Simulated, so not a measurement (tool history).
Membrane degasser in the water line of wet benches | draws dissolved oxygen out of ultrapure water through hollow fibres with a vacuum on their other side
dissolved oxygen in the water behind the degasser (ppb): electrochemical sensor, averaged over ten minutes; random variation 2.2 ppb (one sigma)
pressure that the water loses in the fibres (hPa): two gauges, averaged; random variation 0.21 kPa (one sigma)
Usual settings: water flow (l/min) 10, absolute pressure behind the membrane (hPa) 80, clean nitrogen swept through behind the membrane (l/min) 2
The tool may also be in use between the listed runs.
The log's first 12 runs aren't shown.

run   hour  water flow (l/min)  absolute pressure behind the membrane (hPa)  clean nitrogen swept through behind the membrane (l/min)  dissolved oxygen in the water behind the degasser (ppb)  pressure that the water loses in the fibres (hPa)
 13  397.2                  10                                          111                                                         2                                                    252.8                                              493.4
 14  430.5                  10                                          111                                                         2                                                      257                                              495.7
 15  449.9                   7                                           80                                                         2                                                     90.5                                              347.6
 16  482.4                  10                                           80                                                      1.18                                                    254.2                                              497.8
 17  510.1                  10                                           80                                                         2                                                      217                                              498.1
 18  529.9                  10                                           80                                                         2                                                    219.8                                              497.6
 19  558.5                  10                                           80                                                         2                                                      219                                              495.9
 20  598.1                   9                                          128                                                         2                                                    218.4                                              450.3
 21  618.5                  11                                        124.6                                                      4.92                                                    257.1                                              547.5
 22  657.4                   9                                        124.6                                                      4.44                                                      166                                              448.8
 23  675.9                  10                                           80                                                      2.09                                                    215.3                                              498.5
 24  704.3                  12                                           95                                                      4.61                                                    303.5                                              594.8
 25  724.2                   7                                        124.1                                                      1.99                                                    129.5                                              349.9
 26  742.9                   7                                        124.1                                                      1.99                                                    129.7                                              348.9
     760.7  -- gauge calibrated
 27  781.5                   9                                         92.2                                                      4.71                                                    147.4                                              439.7
 28  821.1                   9                                         92.2                                                      4.71                                                    142.7                                              439.4
 29    849                  10                                           80                                                      4.41                                                      189                                              492.6
 30  885.7                  10                                           80                                                      4.41                                                    185.1                                                489
 31  907.9                  10                                           80                                                      4.41                                                    189.6                                              485.3
 32  945.6                   7                                           93                                                      3.08                                                     84.1                                                344
 33  981.6                   7                                         57.2                                                      3.08                                                     62.9                                                345

3 ways to go on from here, each from the tool as it stands after run 33. What would each give?
  A  1013.7                  11                                         57.2                                                      3.99                                                        ?                                                  ?
  B  1013.7                   8                                         55.4                                                      2.04                                                        ?                                                  ?
  C  1013.7                  10                                           80                                                      3.02                                                        ?                                                  ?

run  dissolved oxygen in the water behind the degasser (ppb)  pressure that the water loses in the fibres (hPa)
  A                                                      228                                              537.3
  B                                                      103                                              391.5
  C                                                    195.5                                              491.3
Without the tool's hidden state the same runs would have given:
run  dissolved oxygen in the water behind the degasser (ppb)  pressure that the water loses in the fibres (hPa)
  A                                                    227.9                                              532.4
  B                                                    102.9                                              387.9
  C                                                    195.3                                              486.8

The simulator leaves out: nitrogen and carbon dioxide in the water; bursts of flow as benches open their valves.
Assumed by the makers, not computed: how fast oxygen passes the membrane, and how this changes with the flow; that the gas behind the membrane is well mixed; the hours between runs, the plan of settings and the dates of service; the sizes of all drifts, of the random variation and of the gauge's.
